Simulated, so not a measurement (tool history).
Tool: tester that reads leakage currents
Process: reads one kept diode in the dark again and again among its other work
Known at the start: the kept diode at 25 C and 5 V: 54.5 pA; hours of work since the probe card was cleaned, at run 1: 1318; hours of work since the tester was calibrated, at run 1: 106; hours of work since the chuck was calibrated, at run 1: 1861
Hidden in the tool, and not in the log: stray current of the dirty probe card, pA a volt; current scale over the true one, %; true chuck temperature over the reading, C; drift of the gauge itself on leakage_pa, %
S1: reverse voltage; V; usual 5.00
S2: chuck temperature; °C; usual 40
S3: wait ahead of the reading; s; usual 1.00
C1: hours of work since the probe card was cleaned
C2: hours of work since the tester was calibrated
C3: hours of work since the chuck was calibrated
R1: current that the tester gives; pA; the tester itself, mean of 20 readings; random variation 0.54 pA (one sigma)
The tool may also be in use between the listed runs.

run 1 hour=0.0 | S1=5.00 S2=40 S3=1.00 | C1=1318 C2=106 C3=1861 | R1=179.61
run 2 hour=58.4 | S1=5.00 S2=40 S3=1.00 | C1=1355 C2=143 C3=1898 | R1=179.74
run 3 hour=97.2 | S1=5.00 S2=40 S3=1.00 | C1=1380 C2=167 C3=1922 | R1=179.47
run 4 hour=137.9 | S1=5.00 S2=40 S3=1.00 | C1=1406 C2=193 C3=1948 | R1=179.63
-- hour=172.5 chuck's temperature calibrated
run 5 hour=205.2 | S1=5.00 S2=40 S3=1.00 | C1=1447 C2=235 C3=21 | R1=181.19
run 6 hour=253.7 | S1=5.00 S2=40 S3=1.00 | C1=1478 C2=266 C3=52 | R1=179.46
run 7 hour=332.3 | S1=5.00 S2=40 S3=1.00 | C1=1528 C2=316 C3=102 | R1=180.90
run 8 hour=407.6 | S1=1.54 S2=29 S3=0.73 | C1=1576 C2=363 C3=149 | R1=49.58
run 9 hour=463.2 | S1=2.44 S2=36 S3=2.02 | C1=1611 C2=399 C3=185 | R1=102.35
run 10 hour=503.6 | S1=2.44 S2=36 S3=4.13 | C1=1637 C2=424 C3=210 | R1=101.37
run 11 hour=573.9 | S1=2.44 S2=36 S3=4.13 | C1=1682 C2=469 C3=255 | R1=101.70

Forecast each of these 5 alternatives for the next run:
run A hour=652.6 | S1=18.16 S2=27 S3=1.63 | C1=1731 C2=519 C3=305 | R1=?
run B hour=652.6 | S1=5.09 S2=54 S3=1.04 | C1=1731 C2=519 C3=305 | R1=?
run C hour=652.6 | S1=3.84 S2=35 S3=0.42 | C1=1731 C2=519 C3=305 | R1=?
run D hour=652.6 | S1=14.56 S2=40 S3=1.12 | C1=1731 C2=519 C3=305 | R1=?
run E hour=652.6 | S1=1.78 S2=23 S3=0.43 | C1=1731 C2=519 C3=305 | R1=?

run=A R1=104.66
run=B R1=498.04
run=C R1=111.54
run=D R1=267.30
run=E R1=32.06
Without the tool's hidden state the same runs would have given:
run=A R1=104.39
run=B R1=498.07
run=C R1=111.50
run=D R1=267.13
run=E R1=32.04
